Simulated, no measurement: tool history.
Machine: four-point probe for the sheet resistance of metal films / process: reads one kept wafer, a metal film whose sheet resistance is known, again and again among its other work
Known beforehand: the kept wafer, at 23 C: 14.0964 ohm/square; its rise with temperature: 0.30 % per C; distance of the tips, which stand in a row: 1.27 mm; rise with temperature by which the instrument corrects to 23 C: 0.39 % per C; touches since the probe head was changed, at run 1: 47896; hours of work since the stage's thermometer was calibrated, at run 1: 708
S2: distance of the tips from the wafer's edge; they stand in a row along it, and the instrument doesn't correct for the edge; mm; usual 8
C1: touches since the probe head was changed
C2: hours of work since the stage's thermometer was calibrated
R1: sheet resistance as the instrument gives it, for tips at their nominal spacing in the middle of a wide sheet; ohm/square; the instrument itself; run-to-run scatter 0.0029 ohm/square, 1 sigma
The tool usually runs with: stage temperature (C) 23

Run 1, hour 0.0: usual settings; C1 47896; C2 708. Result: R1 14.388638 ohm/square.
Run 2, hour 14.0: usual settings but S2 13 mm; C1 48763; C2 718. Result: R1 14.283149 ohm/square.
Run 3, hour 31.4: usual settings but S2 5 mm; C1 49846; C2 731. Result: R1 14.687838 ohm/square.
Run 4, hour 49.8: usual settings but S2 20 mm; C1 50992; C2 745. Result: R1 14.241052 ohm/square.
Run 5, hour 69.5: usual settings but S2 20 mm; C1 52218; C2 760. Result: R1 14.241634 ohm/square.
Run 6, hour 86.6: usual settings but S2 20 mm; C1 53277; C2 773. Result: R1 14.244189 ohm/square.
Run 7, hour 109.6: usual settings but S2 20 mm; C1 54711; C2 790. Result: R1 14.245387 ohm/square.
Run 8, hour 125.8: usual settings but S2 20 mm; C1 55716; C2 802. Result: R1 14.250676 ohm/square.
Run 9, hour 136.2: usual settings but S2 20 mm; C1 56364; C2 810. Result: R1 14.252728 ohm/square.
Run 10, hour 159.5: usual settings but S2 20 mm; C1 57811; C2 827. Result: R1 14.248412 ohm/square.
At hour 161.8: stage's thermometer calibrated.
Run 11, hour 175.7: usual settings but S2 20 mm; C1 58788; C2 10. Result: R1 14.250734 ohm/square.
Run 12, hour 188.2: usual settings but S2 7 mm; C1 59562; C2 20. Result: R1 14.464402 ohm/square.
Run 13, hour 209.5: usual settings but S2 15 mm; C1 60884; C2 36. Result: R1 14.278200 ohm/square.
At hour 218.3: stage's thermometer calibrated, once more.
At hour 223.3: new probe head fitted.
Run 14, hour 226.8: usual settings but stage temperature (C) 26, S2 13 mm; C1 217; C2 6. Result: R1 14.082883 ohm/square.
Run 15, hour 242.0: usual settings but stage temperature (C) 25, S2 15 mm; C1 1165; C2 17. Result: R1 14.073706 ohm/square.
Run 16, hour 261.0: usual settings but stage temperature (C) 25, S2 15 mm; C1 2346; C2 31. Result: R1 14.081451 ohm/square.
Run 17, hour 275.4: usual settings but stage temperature (C) 25, S2 41 mm; C1 3241; C2 42. Result: R1 14.033710 ohm/square.

Predict each of these 4 candidate next runs independently; none follows another, all start after run 17:
Run A, hour 295.4: usual settings but S2 17 mm; C1 4483; C2 57. Result: R1 ?.
Run B, hour 295.4: usual settings but stage temperature (C) 20, S2 28 mm; C1 4483; C2 57. Result: R1 ?.
Run C, hour 295.4: usual settings but stage temperature (C) 30, S2 28 mm; C1 4483; C2 57. Result: R1 ?.
Run D, hour 295.4: usual settings but stage temperature (C) 19, S2 45 mm; C1 4483; C2 57. Result: R1 ?.

run         R1
  A  14.097670
  B  14.108779
  C  13.986948
  D  14.108852
With no hidden state in the tool, these same runs would have given:
run         R1
  A  14.140388
  B  14.151511
  C  14.029395
  D  14.151579
